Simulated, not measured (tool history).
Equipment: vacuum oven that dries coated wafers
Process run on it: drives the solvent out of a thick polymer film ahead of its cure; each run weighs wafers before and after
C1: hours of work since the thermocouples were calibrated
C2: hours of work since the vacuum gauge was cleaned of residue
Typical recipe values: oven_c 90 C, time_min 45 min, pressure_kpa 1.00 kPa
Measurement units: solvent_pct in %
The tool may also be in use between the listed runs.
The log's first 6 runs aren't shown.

{"run": 7, "hour": 219.3, "oven_c": 83, "time_min": 45, "pressure_kpa": 1.0, "C1": 416, "C2": 266, "solvent_pct": 3.31}
{"run": 8, "hour": 248.6, "oven_c": 90, "time_min": 45, "pressure_kpa": 1.0, "C1": 429, "C2": 279, "solvent_pct": 1.65}
{"run": 9, "hour": 285.3, "oven_c": 90, "time_min": 45, "pressure_kpa": 1.0, "C1": 446, "C2": 295, "solvent_pct": 1.72}
{"run": 10, "hour": 313.5, "oven_c": 92, "time_min": 45, "pressure_kpa": 1.0, "C1": 458, "C2": 308, "solvent_pct": 1.29}
{"run": 11, "hour": 349.6, "oven_c": 92, "time_min": 44, "pressure_kpa": 1.0, "C1": 474, "C2": 324, "solvent_pct": 1.36}
{"run": 12, "hour": 397.8, "oven_c": 97, "time_min": 45, "pressure_kpa": 1.0, "C1": 496, "C2": 346, "solvent_pct": 0.72}
{"run": 13, "hour": 422.0, "oven_c": 97, "time_min": 45, "pressure_kpa": 1.0, "C1": 507, "C2": 357, "solvent_pct": 0.67}
{"run": 14, "hour": 443.0, "oven_c": 90, "time_min": 45, "pressure_kpa": 1.0, "C1": 516, "C2": 366, "solvent_pct": 1.68}
{"run": 15, "hour": 487.2, "oven_c": 90, "time_min": 45, "pressure_kpa": 1.0, "C1": 536, "C2": 386, "solvent_pct": 1.69}
{"run": 16, "hour": 530.4, "oven_c": 90, "time_min": 45, "pressure_kpa": 0.7, "C1": 556, "C2": 405, "solvent_pct": 1.56}
{"run": 17, "hour": 570.4, "oven_c": 90, "time_min": 45, "pressure_kpa": 0.7, "C1": 573, "C2": 423, "solvent_pct": 1.62}
{"run": 18, "hour": 607.0, "oven_c": 90, "time_min": 45, "pressure_kpa": 0.86, "C1": 590, "C2": 440, "solvent_pct": 1.65}
{"run": 19, "hour": 655.8, "oven_c": 90, "time_min": 45, "pressure_kpa": 1.0, "C1": 612, "C2": 462, "solvent_pct": 1.65}
{"run": 20, "hour": 694.7, "oven_c": 90, "time_min": 45, "pressure_kpa": 1.0, "C1": 629, "C2": 479, "solvent_pct": 1.66}
{"run": 21, "hour": 728.4, "oven_c": 90, "time_min": 45, "pressure_kpa": 1.0, "C1": 644, "C2": 494, "solvent_pct": 1.67}
{"run": 22, "hour": 766.3, "oven_c": 90, "time_min": 45, "pressure_kpa": 1.93, "C1": 661, "C2": 511, "solvent_pct": 1.99}
{"run": 23, "hour": 799.3, "oven_c": 94, "time_min": 45, "pressure_kpa": 3.53, "C1": 676, "C2": 526, "solvent_pct": 1.87}
{"run": 24, "hour": 826.5, "oven_c": 94, "time_min": 45, "pressure_kpa": 3.53, "C1": 688, "C2": 538, "solvent_pct": 1.79}

Run 25 is up next; what results do you expect?
{"run": 25, "hour": 868.3, "oven_c": 83, "time_min": 45, "pressure_kpa": 2.78, "C1": 707, "C2": 557, "solvent_pct": "?"}

solvent_pct: 4.07 %
If the tool had no hidden condition, the same run with the same run-to-run variation would have returned solvent_pct 4.05 %.

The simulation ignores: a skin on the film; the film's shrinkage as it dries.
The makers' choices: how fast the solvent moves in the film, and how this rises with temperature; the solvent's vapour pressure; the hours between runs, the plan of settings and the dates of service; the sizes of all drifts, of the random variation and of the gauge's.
